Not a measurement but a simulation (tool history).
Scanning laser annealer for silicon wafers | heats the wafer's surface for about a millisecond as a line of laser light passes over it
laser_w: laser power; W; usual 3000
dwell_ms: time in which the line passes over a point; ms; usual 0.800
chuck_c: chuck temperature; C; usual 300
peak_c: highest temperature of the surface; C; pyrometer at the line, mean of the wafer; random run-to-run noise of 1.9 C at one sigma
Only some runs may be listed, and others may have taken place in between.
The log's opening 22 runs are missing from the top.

Run 23, hour 893.1: usual settings but laser_w 3220 W, dwell_ms 0.619 ms, chuck_c 270 C. Result: peak_c 1050 C.
Run 24, hour 935.0: usual settings but laser_w 2687 W, dwell_ms 0.629 ms, chuck_c 277 C. Result: peak_c 944 C.
Run 25, hour 982.6: usual settings but laser_w 2671 W, dwell_ms 0.786 ms. Result: peak_c 1032 C.
Run 26, hour 1033.2: usual settings but laser_w 2825 W, dwell_ms 0.570 ms. Result: peak_c 966 C.
Run 27, hour 1068.0: usual settings but dwell_ms 0.748 ms, chuck_c 316 C. Result: peak_c 1111 C.
At hour 1100.3: window over the wafer cleaned.
Run 28, hour 1107.8: usual settings but dwell_ms 0.748 ms, chuck_c 316 C. Result: peak_c 1118 C.
Run 29, hour 1145.9: usual settings but laser_w 2733 W. Result: peak_c 1055 C.
Run 30, hour 1171.4: usual settings but laser_w 2733 W. Result: peak_c 1055 C.
Run 31, hour 1227.4: usual settings but laser_w 3133 W, dwell_ms 0.907 ms. Result: peak_c 1204 C.
Run 32, hour 1279.2: usual settings but laser_w 3133 W, dwell_ms 0.907 ms. Result: peak_c 1208 C.
Run 33, hour 1309.3: usual settings but laser_w 3133 W, dwell_ms 0.913 ms, chuck_c 271 C. Result: peak_c 1179 C.
Run 34, hour 1348.5: usual settings but laser_w 2764 W, dwell_ms 0.706 ms, chuck_c 275 C. Result: peak_c 999 C.
Run 35, hour 1390.9: usual settings but laser_w 3190 W, dwell_ms 0.643 ms. Result: peak_c 1087 C.
Run 36, hour 1440.2: usual settings but laser_w 3250 W, chuck_c 290 C. Result: peak_c 1176 C.
Run 37, hour 1494.3: usual settings but laser_w 3177 W. Result: peak_c 1171 C.
Run 38, hour 1531.5: usual settings but laser_w 3177 W. Result: peak_c 1166 C.
Run 39, hour 1558.8: usual settings but laser_w 3209 W, chuck_c 299 C. Result: peak_c 1174 C.
Run 40, hour 1614.4: usual settings but laser_w 3033 W. Result: peak_c 1132 C.
At hour 1675.1: optics aligned, line set to its width.
Run 41, hour 1675.1: usual settings but laser_w 2687 W, dwell_ms 0.760 ms, chuck_c 269 C. Result: peak_c 998 C.
Run 42, hour 1701.1: usual settings but laser_w 2784 W, dwell_ms 0.577 ms, chuck_c 297 C. Result: peak_c 959 C.

What if the next run were any one of these 3? Each begins from the tool's condition after run 42:
Run A, hour 1751.5: usual settings but laser_w 2648 W, dwell_ms 0.577 ms, chuck_c 297 C. Result: peak_c ?.
Run B, hour 1751.5: usual settings but laser_w 3043 W, dwell_ms 0.593 ms, chuck_c 289 C. Result: peak_c ?.
Run C, hour 1751.5: usual settings but laser_w 2560 W, dwell_ms 0.821 ms, chuck_c 294 C. Result: peak_c ?.

run  peak_c
  A     928
  B    1015
  C    1014
Stripped of hidden state, with their random variation kept, the same runs would have yielded:
run  peak_c
  A     928
  B    1015
  C    1014
